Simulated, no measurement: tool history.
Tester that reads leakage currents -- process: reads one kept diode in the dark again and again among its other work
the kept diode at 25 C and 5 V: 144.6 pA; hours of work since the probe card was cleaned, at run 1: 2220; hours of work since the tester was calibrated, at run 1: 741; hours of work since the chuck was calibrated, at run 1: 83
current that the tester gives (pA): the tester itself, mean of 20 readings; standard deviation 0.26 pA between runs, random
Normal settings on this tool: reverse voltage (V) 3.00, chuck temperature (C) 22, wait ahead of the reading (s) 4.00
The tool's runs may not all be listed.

run     day  reverse voltage (V)  chuck temperature (C)  wait ahead of the reading (s)  hours of work since the probe card was cleaned  hours of work since the tester was calibrated  hours of work since the chuck was calibrated  current that the tester gives (pA)
  1   0.000                 3.00                     22                           4.00                                            2220                                            741                                            83                               86.84
  2   1.521                 3.00                     22                           4.00                                            2244                                            765                                           107                               86.71
  3   2.650                 3.00                     22                           2.59                                            2262                                            783                                           125                               86.78
  4   4.583                 3.00                     22                           4.00                                            2292                                            813                                           155                               86.60
  5   5.521                 3.00                     22                           4.00                                            2307                                            828                                           170                               87.23
      6.679  -- probe card cleaned and baked
  6   7.400                 3.00                     41                           4.00                                              11                                            856                                           198                              414.87
  7   8.408                 3.00                     41                           4.00                                              27                                            872                                           214                              411.99
  8   9.683                 3.00                     50                           4.00                                              48                                            892                                           234                              821.73
  9  11.246                 3.00                     50                           4.00                                              72                                            917                                           259                              817.59
 10  12.162                 3.00                     50                           4.00                                              87                                            931                                           273                              818.38
 11  14.417                 3.00                     50                           4.00                                             122                                            967                                           309                              821.56
 12  16.296                 1.87                     49                           0.99                                             152                                            997                                           339                              601.67
 13  17.396                 1.87                     49                           0.99                                             170                                           1014                                           356                              600.14
 14  18.954                 2.20                     22                           2.18                                             194                                           1039                                           381                               72.96
 15  20.825                 2.20                     22                           2.18                                             224                                           1068                                           411                               73.14
 16  22.325                 8.12                     29                           4.00                                             248                                           1092                                           434                              257.31
 17  24.254                 8.12                     21                           0.45                                             278                                           1122                                           465                              134.53
 18  25.992                 4.48                     24                           1.13                                             306                                           1150                                           492                              124.93
 19  27.171                 4.48                     24                           1.13                                             324                                           1169                                           511                              124.74
 20  28.796                 1.78                     21                           2.56                                             350                                           1194                                           537                               60.10
 21  31.046                 1.12                     21                           2.50                                             386                                           1230                                           572                               47.18
 22  32.954                 3.61                     22                           6.78                                             416                                           1260                                           602                               92.80

Here are 4 independent what-if runs from the current tool condition. What would each one return?
  A  34.642                 7.14                     22                           2.02                                             443                                           1287                                           629                                   ?
  B  34.642                 3.47                     22                           0.32                                             443                                           1287                                           629                                   ?
  C  34.642                14.82                     32                           4.00                                             443                                           1287                                           629                                   ?
  D  34.642                 3.61                     54                           8.35                                             443                                           1287                                           629                                   ?

run  current that the tester gives (pA)
  A                              131.67
  B                               95.03
  C                              444.67
  D                             1192.89
Take away the tool's hidden state, keep each run's random variation, and the runs would have read:
run  current that the tester gives (pA)
  A                              134.03
  B                               96.77
  C                              452.62
  D                             1213.27
